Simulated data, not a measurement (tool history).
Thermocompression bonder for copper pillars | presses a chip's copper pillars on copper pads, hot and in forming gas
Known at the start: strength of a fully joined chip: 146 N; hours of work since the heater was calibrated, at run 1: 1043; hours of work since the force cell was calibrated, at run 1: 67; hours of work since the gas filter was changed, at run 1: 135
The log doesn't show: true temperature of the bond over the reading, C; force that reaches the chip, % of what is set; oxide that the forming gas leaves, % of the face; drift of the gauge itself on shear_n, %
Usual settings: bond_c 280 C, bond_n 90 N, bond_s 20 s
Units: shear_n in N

| run | hour | bond_c | bond_n | bond_s | hours of work since the heater was calibrated | hours of work since the force cell was calibrated | hours of work since the gas filter was changed | shear_n |
|---|---|---|---|---|---|---|---|---|
| 1 | 0.0 | 280 | 90 | 20 | 1043 | 67 | 135 | 78.3 |
| 2 | 9.7 | 280 | 90 | 20 | 1049 | 73 | 141 | 78.1 |
| 3 | 23.1 | 280 | 90 | 20 | 1057 | 81 | 149 | 78.4 |
| 4 | 34.7 | 280 | 90 | 20 | 1065 | 88 | 156 | 78.6 |
| 5 | 43.3 | 280 | 90 | 20 | 1070 | 93 | 162 | 78.0 |
| 6 | 52.0 | 280 | 90 | 20 | 1075 | 99 | 167 | 78.7 |
| 7 | 61.9 | 281 | 90 | 20 | 1081 | 105 | 173 | 78.9 |
| 8 | 74.0 | 281 | 90 | 20 | 1089 | 112 | 181 | 79.5 |
| 9 | 85.2 | 281 | 90 | 20 | 1096 | 119 | 187 | 79.0 |
| 10 | 93.4 | 281 | 90 | 20 | 1101 | 124 | 192 | 79.5 |
| 11 | 101.9 | 281 | 90 | 20 | 1106 | 129 | 198 | 80.1 |
| 12 | 110.3 | 281 | 90 | 20 | 1111 | 135 | 203 | 80.5 |
| 13 | 121.9 | 281 | 90 | 20 | 1118 | 142 | 210 | 80.0 |
| 14 | 129.0 | 281 | 90 | 20 | 1122 | 146 | 214 | 79.8 |
| 15 | 141.9 | 286 | 96 | 55 | 1130 | 154 | 222 | 113.9 |
| 16 | 152.6 | 286 | 96 | 55 | 1137 | 161 | 229 | 114.3 |
|  | 158.0 | heater calibrated with a thermocouple chip |
| 17 | 163.3 | 298 | 124 | 20 | 3 | 166 | 234 | 106.8 |
| 18 | 170.7 | 300 | 60 | 57 | 8 | 170 | 239 | 112.6 |
| 19 | 183.6 | 251 | 60 | 57 | 16 | 178 | 247 | 64.6 |
| 20 | 196.6 | 309 | 90 | 11 | 24 | 186 | 255 | 89.9 |
| 21 | 202.9 | 309 | 90 | 11 | 28 | 190 | 258 | 89.8 |
| 22 | 209.2 | 270 | 72 | 20 | 31 | 194 | 262 | 62.5 |
| 23 | 220.1 | 270 | 72 | 20 | 38 | 201 | 269 | 63.2 |
| 24 | 231.6 | 305 | 81 | 48 | 45 | 208 | 276 | 121.4 |
| 25 | 245.5 | 305 | 81 | 48 | 54 | 216 | 285 | 121.8 |

3 ways to go on from here, each from the tool as it stands after run 25. What would each give?
|  | 255.6 | forming gas filter changed |
| A | 255.6 | 257 | 108 | 45 | 60 | 222 | 0 | ? |
|  | 255.6 | forming gas filter changed |
| B | 255.6 | 304 | 81 | 22 | 60 | 222 | 0 | ? |
|  | 255.6 | forming gas filter changed |
| C | 255.6 | 283 | 63 | 20 | 60 | 222 | 0 | ? |

| run | shear_n |
|---|---|
| A | 83.8 |
| B | 101.2 |
| C | 70.6 |
Without the tool's hidden state the same runs would have given:
| run | shear_n |
|---|---|
| A | 82.1 |
| B | 99.2 |
| C | 69.2 |

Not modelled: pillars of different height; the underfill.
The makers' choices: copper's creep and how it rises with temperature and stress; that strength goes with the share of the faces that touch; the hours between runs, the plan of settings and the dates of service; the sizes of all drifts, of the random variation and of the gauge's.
